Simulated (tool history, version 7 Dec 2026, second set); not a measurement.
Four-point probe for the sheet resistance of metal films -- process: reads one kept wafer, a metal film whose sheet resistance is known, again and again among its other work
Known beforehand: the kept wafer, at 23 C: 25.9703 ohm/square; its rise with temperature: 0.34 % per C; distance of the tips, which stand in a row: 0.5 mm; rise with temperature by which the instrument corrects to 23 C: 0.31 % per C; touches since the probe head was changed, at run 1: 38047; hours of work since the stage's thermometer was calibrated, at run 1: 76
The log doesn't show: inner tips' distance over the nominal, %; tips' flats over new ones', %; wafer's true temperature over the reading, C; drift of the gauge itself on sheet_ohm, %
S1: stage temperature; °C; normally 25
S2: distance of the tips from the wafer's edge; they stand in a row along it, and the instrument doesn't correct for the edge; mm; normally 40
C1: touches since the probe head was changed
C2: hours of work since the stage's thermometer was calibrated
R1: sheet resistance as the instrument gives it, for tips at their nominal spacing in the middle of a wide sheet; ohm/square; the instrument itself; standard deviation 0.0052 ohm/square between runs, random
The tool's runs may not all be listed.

run     day  S1  S2     C1    C2         R1
  1       0  25  40  38047    76  25.989563
  2     2.3  25  40  39341   118  25.983469
  3   6.421  23  40  41656   193  25.963074
  4   9.267  23  40  43255   244  25.971324
  5  12.408  23  40  45023   301  25.983042
  6  15.275  25  40  46635   353  25.986879
  7  18.838  25   5  48635   418  26.128218
  8  22.092  25   5  50465   477  26.130123
  9  24.896  25   5  52043   528  26.130719
 10  28.571  25   5  54109   595  26.124686
 11  32.104  25  49  56094   659  25.985784
 12  34.733  25  49  57572   706  25.977534
 13  36.496  25  49  58563   738  25.983738
 14  40.388  25  49  60751   809  25.987865
 15  43.396  21   5  62444   864   26.09405
 16  46.075  25   6  63950   912  26.088243
 17  50.171  25   6  66251   986   26.07854
 18  54.421  30  37  68640  1063  26.021903
 19  57.379  20  23  70303  1117  25.945419
 20  61.525  27  66  72633  1192  25.997378
 21  64.308  29  10  74198  1243  26.064715
 22    66.6  27  28  75487  1284  26.005671

Consider 3 possible next runs. They are alternatives, not a sequence: every one starts from the tool as it was left by run 22. What does each give?
  A  68.662  30  64  76646  1322   ?
  B  68.662  25  40  76646  1322   ?
  C  68.662  33  11  76646  1322   ?

run         R1
  A  26.025864
  B  25.986251
  C  26.074118
What these runs would have given with no unlogged condition in the tool:
run         R1
  A  26.023922
  B   25.98432
  C  26.072167

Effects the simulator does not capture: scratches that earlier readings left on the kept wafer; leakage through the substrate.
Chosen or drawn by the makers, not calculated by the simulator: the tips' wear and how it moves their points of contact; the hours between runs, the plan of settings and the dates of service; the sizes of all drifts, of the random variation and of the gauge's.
